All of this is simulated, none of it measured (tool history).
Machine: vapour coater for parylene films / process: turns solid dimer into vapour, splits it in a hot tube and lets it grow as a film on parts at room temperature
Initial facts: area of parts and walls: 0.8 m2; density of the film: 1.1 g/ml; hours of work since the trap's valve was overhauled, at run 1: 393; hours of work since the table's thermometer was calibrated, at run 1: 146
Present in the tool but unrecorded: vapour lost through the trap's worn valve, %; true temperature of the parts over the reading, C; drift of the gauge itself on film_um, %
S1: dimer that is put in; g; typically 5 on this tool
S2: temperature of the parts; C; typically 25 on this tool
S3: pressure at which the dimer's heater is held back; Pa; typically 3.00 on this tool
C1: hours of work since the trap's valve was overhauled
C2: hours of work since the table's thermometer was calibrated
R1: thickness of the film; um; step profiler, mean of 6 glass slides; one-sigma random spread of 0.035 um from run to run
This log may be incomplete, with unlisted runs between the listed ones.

run 1 hour=0.0 | S1=5 S2=25 S3=3.00 | C1=393 C2=146 | R1=3.27
run 2 hour=33.4 | S1=5 S2=25 S3=3.00 | C1=416 C2=168 | R1=3.26
run 3 hour=70.2 | S1=4 S2=25 S3=3.00 | C1=441 C2=193 | R1=2.61
run 4 hour=121.6 | S1=4 S2=25 S3=3.00 | C1=476 C2=228 | R1=2.57
run 5 hour=179.2 | S1=4 S2=25 S3=3.00 | C1=514 C2=267 | R1=2.52
run 6 hour=231.1 | S1=4 S2=25 S3=3.00 | C1=550 C2=302 | R1=2.55
run 7 hour=290.3 | S1=4 S2=25 S3=3.00 | C1=590 C2=342 | R1=2.49
run 8 hour=315.6 | S1=4 S2=21 S3=10.54 | C1=607 C2=359 | R1=2.28
run 9 hour=345.6 | S1=4 S2=21 S3=10.54 | C1=627 C2=379 | R1=2.23
-- hour=384.9 trap's valve overhauled
run 10 hour=399.4 | S1=3 S2=25 S3=3.00 | C1=10 C2=413 | R1=2.06
run 11 hour=442.1 | S1=5 S2=18 S3=3.00 | C1=39 C2=442 | R1=4.43
run 12 hour=502.0 | S1=6 S2=25 S3=6.41 | C1=79 C2=482 | R1=3.67
run 13 hour=546.8 | S1=3 S2=18 S3=9.95 | C1=109 C2=513 | R1=2.10

Branching from run 13: 4 alternative next runs. What would each branch give?
run A hour=594.7 | S1=8 S2=19 S3=2.05 | C1=142 C2=545 | R1=?
run B hour=594.7 | S1=7 S2=21 S3=3.00 | C1=142 C2=545 | R1=?
run C hour=594.7 | S1=8 S2=19 S3=9.13 | C1=142 C2=545 | R1=?
run D hour=594.7 | S1=5 S2=25 S3=3.00 | C1=142 C2=545 | R1=?

run=A R1=6.90
run=B R1=5.44
run=C R1=5.41
run=D R1=3.46
Without the tool's unlogged condition, the same runs would have read:
run=A R1=7.28
run=B R1=5.74
run=C R1=5.71
run=D R1=3.65
